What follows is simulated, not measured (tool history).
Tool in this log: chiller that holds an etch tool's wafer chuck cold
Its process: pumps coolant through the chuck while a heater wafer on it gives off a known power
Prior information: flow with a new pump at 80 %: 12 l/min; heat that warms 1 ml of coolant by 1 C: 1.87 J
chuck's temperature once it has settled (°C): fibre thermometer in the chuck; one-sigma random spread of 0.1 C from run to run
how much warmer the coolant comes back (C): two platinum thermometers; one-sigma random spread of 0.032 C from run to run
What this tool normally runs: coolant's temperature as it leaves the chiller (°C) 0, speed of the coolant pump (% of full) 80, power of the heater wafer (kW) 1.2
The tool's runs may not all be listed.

run,hour,coolant's temperature as it leaves the chiller (°C),speed of the coolant pump (% of full),power of the heater wafer (kW),chuck's temperature once it has settled (°C),how much warmer the coolant comes back (C)
1,0,0,80,1.2,16.4,3.52
2,121.6,10,80,1.2,26.6,3.45
# hour 169: chiller's thermometer calibrated
3,203.4,10,80,1.2,26.2,3.48
4,274.3,5,80,1.2,21.2,3.52
5,379.7,9,80,1.2,25.4,3.57
6,465.7,9,80,1.2,25.3,3.52
7,573.7,9,80,1.2,25.4,3.5
8,651.3,0,80,1.2,16.5,3.5
9,722,0,80,1.2,16.5,3.6
10,807,0,80,1.2,16.5,3.57
11,891.3,0,80,1.2,16.8,3.57
12,1008.2,0,80,0.615,8.7,1.88
13,1111.7,0,80,0.615,8.7,1.81
14,1164.6,0,80,0.615,8.8,1.91
15,1230.3,-6,90,1.2,9.9,3.14
16,1306.5,-6,61,1.2,13.9,4.72
17,1366.6,-6,61,1.2,13.8,4.73

What does the tool deliver on the next run?
18,1470.5,-6,61,1.2,?,?

{"run 18": {"chuck's temperature once it has settled (°C)": 13.8, "how much warmer the coolant comes back (C)": 4.71}}
Minus the tool's unlogged condition, the same run would have read chuck's temperature once it has settled (°C) 11.3, how much warmer the coolant comes back (C) 4.17.

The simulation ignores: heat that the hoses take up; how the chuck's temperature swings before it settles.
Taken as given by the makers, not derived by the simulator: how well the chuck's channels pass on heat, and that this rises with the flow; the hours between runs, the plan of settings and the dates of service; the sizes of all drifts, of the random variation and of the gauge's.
